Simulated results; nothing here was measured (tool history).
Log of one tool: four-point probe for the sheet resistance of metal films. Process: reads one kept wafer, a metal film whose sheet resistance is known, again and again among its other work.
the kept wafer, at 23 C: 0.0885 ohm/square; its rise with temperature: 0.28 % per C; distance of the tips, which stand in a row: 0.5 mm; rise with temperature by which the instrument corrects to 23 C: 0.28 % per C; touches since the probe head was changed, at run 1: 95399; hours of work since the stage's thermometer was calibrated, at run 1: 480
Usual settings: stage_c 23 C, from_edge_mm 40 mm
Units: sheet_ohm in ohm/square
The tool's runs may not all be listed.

run	hour	stage_c	from_edge_mm	touches since the probe head was changed	hours of work since the stage's thermometer was calibrated	sheet_ohm
1	0.0	23	40	95399	480	0.089564
2	58.8	23	40	99354	525	0.089607
# hour 88.8: new probe head fitted
3	112.2	23	12	1576	565	0.088397
4	166.2	23	12	5206	606	0.088430
5	192.1	21	40	6945	626	0.088374
6	246.9	21	40	10630	668	0.088412
7	286.8	23	40	13312	698	0.088418
8	325.7	23	40	15929	728	0.088434
9	361.1	32	40	18308	755	0.088473
10	399.9	32	40	20918	785	0.088490
11	450.0	23	40	24279	823	0.088536
12	476.7	23	40	26077	844	0.088544
13	518.7	23	40	28902	876	0.088547
14	571.5	23	40	32449	916	0.088606
15	596.1	23	40	34103	935	0.088612
16	656.0	23	40	38127	981	0.088650
17	689.2	23	40	40361	1006	0.088686
18	736.8	23	59	43562	1043	0.088685
19	779.4	23	11	46426	1075	0.088810
20	806.8	23	11	48268	1096	0.088769
21	838.6	23	13	50408	1120	0.088767
22	886.1	23	13	53597	1157	0.088843
23	929.8	20	12	56535	1190	0.088914
24	957.6	23	7	58402	1211	0.089073
25	998.0	29	69	61119	1242	0.088840
# hour 1003.6: stage's thermometer calibrated
26	1042.8	23	65	64096	30	0.088854
27	1089.3	32	57	67223	66	0.088908
28	1118.5	29	5	69187	88	0.089415
29	1144.0	29	5	70901	107	0.089424
30	1194.0	25	5	74260	146	0.089455
31	1243.5	23	11	77590	184	0.089098
32	1271.9	25	16	79496	205	0.089034
33	1324.3	25	16	83023	245	0.089083
# hour 1344.3: stage's thermometer calibrated, once more
34	1376.0	24	62	86463	24	0.088995
35	1417.5	24	62	89253	56	0.089042
36	1463.7	26	8	92358	91	0.089261
37	1493.1	22	8	94331	114	0.089306
38	1526.8	21	35	96601	140	0.089123
39	1557.6	21	35	98669	163	0.089126
40	1593.6	23	5	101089	191	0.089627
# hour 1598.1: new probe head fitted
41	1640.2	18	51	2830	226	0.088325
42	1696.7	18	51	6628	269	0.088349
43	1734.0	19	58	9138	297	0.088348
44	1789.2	30	40	12848	340	0.088375

Measured less the same run without the tool's hidden state. The same run-to-run variation is in both; the gauge's scatter may not be:
The hidden state here: inner tips' distance over the nominal, %; tips' flats over new ones', %; wafer's true temperature over the reading, C; drift of the gauge itself on sheet_ohm, %.
run	sheet_ohm
1	+0.001076
2	+0.001109
3	-0.000177
4	-0.000147
5	-0.000130
6	-0.000100
7	-0.000076
8	-0.000054
9	-0.000038
10	-0.000016
11	+0.000016
12	+0.000032
13	+0.000056
14	+0.000083
15	+0.000099
16	+0.000133
17	+0.000154
18	+0.000182
19	+0.000206
20	+0.000220
21	+0.000239
22	+0.000267
23	+0.000291
24	+0.000308
25	+0.000329
26	+0.000381
27	+0.000407
28	+0.000425
29	+0.000439
30	+0.000470
31	+0.000498
32	+0.000513
33	+0.000541
34	+0.000520
35	+0.000540
36	+0.000568
37	+0.000585
38	+0.000601
39	+0.000617
40	+0.000641
41	-0.000208
42	-0.000175
43	-0.000154
44	-0.000123

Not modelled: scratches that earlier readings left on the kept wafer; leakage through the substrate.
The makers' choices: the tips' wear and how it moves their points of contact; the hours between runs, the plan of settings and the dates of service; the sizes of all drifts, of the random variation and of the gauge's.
